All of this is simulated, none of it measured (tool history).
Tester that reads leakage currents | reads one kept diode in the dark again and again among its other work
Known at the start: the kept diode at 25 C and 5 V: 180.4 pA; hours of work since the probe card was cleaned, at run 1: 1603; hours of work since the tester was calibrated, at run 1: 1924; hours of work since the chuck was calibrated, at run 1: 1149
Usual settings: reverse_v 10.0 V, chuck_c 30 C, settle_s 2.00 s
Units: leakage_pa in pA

run,day,reverse_v,chuck_c,settle_s,hours of work since the probe card was cleaned,hours of work since the tester was calibrated,hours of work since the chuck was calibrated,leakage_pa
1,0.000,10.0,30,2.00,1603,1924,1149,355.05
2,3.754,10.0,30,3.75,1642,1963,1188,353.74
3,10.138,10.0,30,2.00,1709,2030,1255,356.77
4,16.671,10.0,30,5.81,1778,2099,1324,356.21
5,24.075,10.0,30,2.00,1855,2176,1402,354.39
6,27.508,10.0,43,2.00,1891,2212,1438,914.04
7,35.112,1.8,43,2.00,1971,2292,1518,445.32
8,39.783,1.8,43,2.00,2020,2341,1567,448.36
9,44.029,1.8,51,2.00,2065,2386,1611,766.52
10,48.008,1.8,51,2.00,2106,2427,1653,771.07
11,54.558,1.5,51,2.00,2175,2496,1722,711.27
12,59.150,1.5,51,2.00,2223,2544,1770,711.20
13,66.292,7.3,30,2.00,2298,2619,1845,311.41
# day 68.808: chuck's temperature calibrated
14,69.788,7.3,30,2.00,2334,2655,10,312.77
15,77.988,7.3,30,2.00,2420,2741,96,311.91
16,82.392,10.0,30,2.00,2466,2787,143,354.44
17,88.904,10.0,30,2.00,2535,2856,211,356.02
18,97.121,10.0,30,2.00,2621,2942,297,355.60
19,103.138,10.0,30,2.00,2684,3005,360,358.04
20,107.808,10.0,30,2.00,2733,3054,409,354.87
21,112.108,10.0,30,2.00,2778,3099,454,355.07
# day 113.154: tester calibrated
22,116.625,10.0,27,1.29,2825,36,501,284.98
23,122.062,9.9,30,2.00,2882,93,558,355.01
24,130.088,9.9,30,2.00,2966,178,642,355.56
25,136.412,9.9,21,2.00,3032,244,708,175.41
26,142.238,3.1,30,5.25,3093,305,770,218.53
27,149.025,3.2,23,1.88,3165,376,841,128.65
28,153.838,3.2,23,1.88,3215,427,891,127.95
29,161.550,3.2,23,1.88,3296,508,972,128.74
30,167.533,3.2,23,1.88,3359,571,1035,128.87
31,171.867,15.6,30,2.23,3404,616,1081,429.52
# day 175.071: probe card cleaned and baked
32,176.708,2.1,55,2.23,17,666,1130,1066.44
33,180.071,7.0,38,2.05,52,701,1165,551.34
34,185.696,1.4,34,1.29,111,760,1224,211.80
35,193.175,1.1,34,1.29,190,838,1303,191.54
36,196.638,12.7,53,2.00,226,875,1339,1978.28
37,203.704,12.7,20,1.40,300,949,1413,182.12
38,209.158,12.7,20,1.40,358,1006,1471,181.97
39,213.479,12.7,20,1.40,403,1051,1516,181.61

The same runs without the tool's hidden state, with the same run-to-run variation:
The hidden state here: stray current of the dirty probe card, pA a volt; current scale over the true one, %; true chuck temperature over the reading, C; drift of the gauge itself on leakage_pa, %.
run,leakage_pa
1,355.13
2,353.82
3,356.86
4,356.31
5,354.51
6,914.79
7,445.81
8,448.87
9,767.44
10,772.01
11,712.18
12,712.14
13,311.61
14,312.62
15,311.77
16,354.21
17,355.80
18,355.39
19,357.84
20,354.68
21,354.88
22,284.59
23,354.65
24,355.22
25,174.99
26,218.49
27,128.56
28,127.86
29,128.66
30,128.79
31,428.95
32,1067.24
33,551.80
34,211.99
35,191.72
36,1980.03
37,182.26
38,182.10
39,181.74
